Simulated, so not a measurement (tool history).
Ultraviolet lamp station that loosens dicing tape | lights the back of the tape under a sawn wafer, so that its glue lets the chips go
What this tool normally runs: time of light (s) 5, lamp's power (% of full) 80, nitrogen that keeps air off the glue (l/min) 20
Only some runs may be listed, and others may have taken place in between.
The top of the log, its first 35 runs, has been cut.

run     day  time of light (s)  lamp's power (% of full)  nitrogen that keeps air off the glue (l/min)  hours of work of the lamp  hours of work since the window was cleaned  force that peels the tape off (N)  light that reached the tape (J/m2)
 36  29.358                  3                        63                                            30                        638                                         171                              0.788                                2030
 37  30.425                  3                        63                                            30                        650                                         183                              0.763                                2030
 38  31.608                  3                        63                                            30                        663                                         196                              0.782                                2080
 39    32.2                  5                        97                                            20                        670                                         203                              0.118                                5280
 40  33.175                  5                        71                                            33                        681                                         214                              0.169                                3860
 41  34.146                  5                        68                                             9                        692                                         225                              0.646                                3650
 42  34.704                  4                        85                                            12                        699                                         232                              0.494                                3670
 43  35.612                  4                        80                                            20                        709                                         242                              0.318                                3490

Below are 3 alternative next runs, each starting from the tool's condition after run 43. Predict each:
  A  36.517                  3                        61                                            16                        719                                         252                                  ?                                   ?
  B  36.517                  4                        80                                            11                        719                                         252                                  ?                                   ?
  C  36.517                 10                        80                                            20                        719                                         252                                  ?                                   ?

run  force that peels the tape off (N)  light that reached the tape (J/m2)
  A                              1.169                                1990
  B                              0.585                                3450
  C                              0.058                                8750
With the hidden condition removed and each run's random variation left untouched, the same runs would have given:
run  force that peels the tape off (N)  light that reached the tape (J/m2)
  A                              1.165                                1990
  B                              0.582                                3460
  C                              0.058                                8770
